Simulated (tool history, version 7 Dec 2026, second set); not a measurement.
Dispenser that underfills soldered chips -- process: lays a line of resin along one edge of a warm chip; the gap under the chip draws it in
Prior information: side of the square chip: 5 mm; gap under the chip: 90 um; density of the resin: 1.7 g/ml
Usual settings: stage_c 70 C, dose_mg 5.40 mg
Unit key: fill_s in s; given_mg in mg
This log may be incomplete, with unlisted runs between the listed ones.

run 1 hour=0.0 | stage_c=70 dose_mg=5.40 | fill_s=16.1 given_mg=5.30
run 2 hour=6.0 | stage_c=70 dose_mg=4.68 | fill_s=22.2 given_mg=4.57
-- hour=10.4 dispensing valve cleaned and set on the balance
-- hour=12.6 new syringe of resin
run 3 hour=17.2 | stage_c=70 dose_mg=6.67 | fill_s=13.5 given_mg=6.64
run 4 hour=27.6 | stage_c=70 dose_mg=6.67 | fill_s=23.1 given_mg=6.65
-- hour=32.0 new syringe of resin
run 5 hour=34.3 | stage_c=70 dose_mg=6.67 | fill_s=11.3 given_mg=6.63
run 6 hour=47.0 | stage_c=70 dose_mg=6.67 | fill_s=22.3 given_mg=6.61
-- hour=50.5 new syringe of resin
run 7 hour=54.8 | stage_c=70 dose_mg=6.67 | fill_s=11.8 given_mg=6.57
run 8 hour=65.6 | stage_c=70 dose_mg=5.40 | fill_s=22.3 given_mg=5.29
-- hour=69.7 new syringe of resin
run 9 hour=76.8 | stage_c=70 dose_mg=5.17 | fill_s=15.3 given_mg=5.04
-- hour=88.4 new syringe of resin
run 10 hour=89.2 | stage_c=70 dose_mg=5.17 | fill_s=10.7 given_mg=5.06
run 11 hour=98.0 | stage_c=70 dose_mg=5.40 | fill_s=17.7 given_mg=5.26
-- hour=102.3 dispensing valve cleaned and set on the balance
run 12 hour=105.4 | stage_c=70 dose_mg=5.40 | fill_s=23.8 given_mg=5.40
-- hour=108.0 new syringe of resin
run 13 hour=117.9 | stage_c=70 dose_mg=5.83 | fill_s=16.4 given_mg=5.78
run 14 hour=124.2 | stage_c=70 dose_mg=5.83 | fill_s=24.2 given_mg=5.77
-- hour=127.5 new syringe of resin
run 15 hour=132.6 | stage_c=70 dose_mg=5.83 | fill_s=13.4 given_mg=5.78
run 16 hour=141.1 | stage_c=70 dose_mg=5.40 | fill_s=21.3 given_mg=5.33
-- hour=146.6 new syringe of resin
run 17 hour=154.3 | stage_c=70 dose_mg=5.40 | fill_s=15.6 given_mg=5.30
run 18 hour=160.1 | stage_c=64 dose_mg=5.40 | fill_s=25.0 given_mg=5.29
-- hour=165.7 new syringe of resin
run 19 hour=172.3 | stage_c=82 dose_mg=6.72 | fill_s=8.9 given_mg=6.56
run 20 hour=181.6 | stage_c=63 dose_mg=6.45 | fill_s=28.9 given_mg=6.27
-- hour=184.3 new syringe of resin
run 21 hour=191.9 | stage_c=75 dose_mg=6.22 | fill_s=13.2 given_mg=6.05
-- hour=193.5 dispensing valve cleaned and set on the balance
run 22 hour=203.4 | stage_c=73 dose_mg=5.81 | fill_s=24.1 given_mg=5.76
-- hour=204.7 new syringe of resin
run 23 hour=212.4 | stage_c=73 dose_mg=5.81 | fill_s=14.1 given_mg=5.79
run 24 hour=218.2 | stage_c=61 dose_mg=6.57 | fill_s=28.0 given_mg=6.49
-- hour=223.6 new syringe of resin
run 25 hour=226.8 | stage_c=61 dose_mg=6.57 | fill_s=16.1 given_mg=6.48
run 26 hour=238.4 | stage_c=57 dose_mg=6.70 | fill_s=33.4 given_mg=6.60
-- hour=243.0 new syringe of resin
run 27 hour=245.0 | stage_c=57 dose_mg=6.68 | fill_s=17.5 given_mg=6.53
run 28 hour=255.5 | stage_c=57 dose_mg=6.68 | fill_s=29.4 given_mg=6.57
-- hour=261.6 new syringe of resin
run 29 hour=264.6 | stage_c=57 dose_mg=5.03 | fill_s=18.6 given_mg=4.90
run 30 hour=274.6 | stage_c=57 dose_mg=5.40 | fill_s=30.9 given_mg=5.24
-- hour=280.8 new syringe of resin
-- hour=285.0 dispensing valve cleaned and set on the balance
run 31 hour=286.0 | stage_c=57 dose_mg=5.40 | fill_s=20.4 given_mg=5.39
run 32 hour=298.2 | stage_c=62 dose_mg=6.69 | fill_s=31.0 given_mg=6.65
-- hour=300.4 new syringe of resin
run 33 hour=304.3 | stage_c=58 dose_mg=5.31 | fill_s=18.5 given_mg=5.31
run 34 hour=317.5 | stage_c=71 dose_mg=6.70 | fill_s=22.7 given_mg=6.67
-- hour=318.9 new syringe of resin
run 35 hour=331.4 | stage_c=71 dose_mg=6.70 | fill_s=18.3 given_mg=6.62
-- hour=338.1 new syringe of resin
run 36 hour=339.0 | stage_c=57 dose_mg=4.87 | fill_s=16.9 given_mg=4.83

3 ways to go on from here, each from the tool as it stands after run 36. What would each give?
run A hour=344.9 | stage_c=77 dose_mg=6.65 | fill_s=? given_mg=?
run B hour=344.9 | stage_c=70 dose_mg=6.15 | fill_s=? given_mg=?
run C hour=344.9 | stage_c=59 dose_mg=4.87 | fill_s=? given_mg=?

run=A fill_s=11.3 given_mg=6.58
run=B fill_s=13.9 given_mg=6.07
run=C fill_s=21.1 given_mg=4.87
Stripped of hidden state, with their random variation kept, the same runs would have yielded:
run=A fill_s=8.6 given_mg=6.66
run=B fill_s=10.5 given_mg=6.15
run=C fill_s=16.0 given_mg=4.93
